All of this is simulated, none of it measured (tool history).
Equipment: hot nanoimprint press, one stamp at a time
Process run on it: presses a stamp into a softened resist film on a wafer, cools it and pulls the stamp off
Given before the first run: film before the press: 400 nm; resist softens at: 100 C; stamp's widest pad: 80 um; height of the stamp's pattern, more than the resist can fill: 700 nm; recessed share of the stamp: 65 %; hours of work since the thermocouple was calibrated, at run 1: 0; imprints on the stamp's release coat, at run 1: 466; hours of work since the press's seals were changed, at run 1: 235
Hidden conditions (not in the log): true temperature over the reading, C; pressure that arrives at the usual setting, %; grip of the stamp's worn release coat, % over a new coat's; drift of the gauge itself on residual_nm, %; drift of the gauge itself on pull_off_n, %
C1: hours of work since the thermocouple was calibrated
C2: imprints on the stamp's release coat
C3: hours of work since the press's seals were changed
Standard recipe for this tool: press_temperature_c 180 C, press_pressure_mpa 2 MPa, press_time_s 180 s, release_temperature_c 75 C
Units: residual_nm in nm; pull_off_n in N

run 1 day=0 | press_temperature_c=180 press_pressure_mpa=2 press_time_s=180 release_temperature_c=75 | C1=0 C2=466 C3=235 | residual_nm=178.1 pull_off_n=107
run 2 day=1.583 | press_temperature_c=180 press_pressure_mpa=2 press_time_s=159 release_temperature_c=75 | C1=22 C2=587 C3=257 | residual_nm=186 pull_off_n=107
run 3 day=3.55 | press_temperature_c=180 press_pressure_mpa=2 press_time_s=200 release_temperature_c=75 | C1=49 C2=737 C3=283 | residual_nm=172.3 pull_off_n=107
run 4 day=5.279 | press_temperature_c=180 press_pressure_mpa=2 press_time_s=180 release_temperature_c=75 | C1=72 C2=868 C3=307 | residual_nm=178 pull_off_n=115
-- day=6.975 stamp cleaned and given a new release coat
run 5 day=7.596 | press_temperature_c=180 press_pressure_mpa=2 press_time_s=199 release_temperature_c=75 | C1=101 C2=47 C3=335 | residual_nm=170.6 pull_off_n=97
-- day=7.833 plate thermocouple calibrated
run 6 day=8.95 | press_temperature_c=180 press_pressure_mpa=2 press_time_s=199 release_temperature_c=75 | C1=15 C2=141 C3=352 | residual_nm=170.4 pull_off_n=98
run 7 day=10.108 | press_temperature_c=180 press_pressure_mpa=2 press_time_s=180 release_temperature_c=75 | C1=31 C2=229 C3=368 | residual_nm=176.5 pull_off_n=101
-- day=11.738 plate thermocouple calibrated, once more
run 8 day=12.129 | press_temperature_c=180 press_pressure_mpa=2 press_time_s=180 release_temperature_c=75 | C1=5 C2=373 C3=394 | residual_nm=179.5 pull_off_n=105
run 9 day=13.512 | press_temperature_c=180 press_pressure_mpa=2 press_time_s=180 release_temperature_c=75 | C1=24 C2=479 C3=413 | residual_nm=178.3 pull_off_n=107
run 10 day=15.121 | press_temperature_c=180 press_pressure_mpa=2 press_time_s=180 release_temperature_c=75 | C1=46 C2=601 C3=435 | residual_nm=179.2 pull_off_n=105
run 11 day=16.812 | press_temperature_c=184 press_pressure_mpa=2.22 press_time_s=180 release_temperature_c=75 | C1=69 C2=730 C3=458 | residual_nm=154.5 pull_off_n=108
run 12 day=18.712 | press_temperature_c=184 press_pressure_mpa=1.56 press_time_s=287 release_temperature_c=75 | C1=95 C2=874 C3=484 | residual_nm=156.6 pull_off_n=113

The next listed run, before its measurement:
-- day=20.312 stamp cleaned and given a new release coat
run 13 day=20.717 | press_temperature_c=184 press_pressure_mpa=1.56 press_time_s=287 release_temperature_c=75 | C1=119 C2=31 C3=508 | residual_nm=? pull_off_n=?

{"run 13": {"residual_nm": 156.1, "pull_off_n": 97}}
If the tool had no hidden condition, the same run with the same run-to-run variation would have returned residual_nm 155.4 nm, pull_off_n 98 N.
